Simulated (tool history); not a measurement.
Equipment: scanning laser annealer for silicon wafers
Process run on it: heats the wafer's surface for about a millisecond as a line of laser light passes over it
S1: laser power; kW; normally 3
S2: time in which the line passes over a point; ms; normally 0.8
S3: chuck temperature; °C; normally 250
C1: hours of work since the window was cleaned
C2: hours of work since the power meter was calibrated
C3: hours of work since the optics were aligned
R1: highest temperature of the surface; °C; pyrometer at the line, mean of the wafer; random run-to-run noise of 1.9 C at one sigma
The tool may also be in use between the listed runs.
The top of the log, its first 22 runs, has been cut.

run 23 hour=306.9 | S1=3 S2=0.8 S3=240 | C1=358 C2=621 C3=285 | R1=1070
run 24 hour=318.5 | S1=3 S2=0.844 S3=250 | C1=365 C2=628 C3=292 | R1=1105
run 25 hour=334.7 | S1=3 S2=0.844 S3=250 | C1=375 C2=638 C3=302 | R1=1102
run 26 hour=347.7 | S1=3 S2=0.844 S3=250 | C1=383 C2=647 C3=311 | R1=1102
run 27 hour=361.1 | S1=2.58 S2=0.587 S3=216 | C1=392 C2=655 C3=319 | R1=805
run 28 hour=370.2 | S1=3 S2=0.8 S3=232 | C1=398 C2=661 C3=325 | R1=1059
run 29 hour=382.5 | S1=3 S2=0.8 S3=232 | C1=405 C2=669 C3=332 | R1=1062
run 30 hour=399.5 | S1=2.869 S2=0.608 S3=244 | C1=416 C2=679 C3=343 | R1=916
run 31 hour=410.6 | S1=2.775 S2=0.989 S3=250 | C1=423 C2=686 C3=350 | R1=1108
run 32 hour=428 | S1=2.775 S2=0.989 S3=250 | C1=434 C2=697 C3=361 | R1=1103
run 33 hour=436.3 | S1=2.775 S2=0.989 S3=250 | C1=439 C2=702 C3=366 | R1=1105
run 34 hour=452 | S1=2.828 S2=0.669 S3=277 | C1=449 C2=712 C3=376 | R1=975
run 35 hour=461.7 | S1=2.857 S2=0.839 S3=281 | C1=455 C2=718 C3=382 | R1=1087

Run 36 has not been measured yet. What should we expect?
run 36 hour=476.2 | S1=3 S2=0.911 S3=251 | C1=464 C2=728 C3=391 | R1=?

Run 36 came out at R1 1139 °C.
If the tool had no hidden condition, the same run with the same run-to-run variation would have returned R1 1159 °C.

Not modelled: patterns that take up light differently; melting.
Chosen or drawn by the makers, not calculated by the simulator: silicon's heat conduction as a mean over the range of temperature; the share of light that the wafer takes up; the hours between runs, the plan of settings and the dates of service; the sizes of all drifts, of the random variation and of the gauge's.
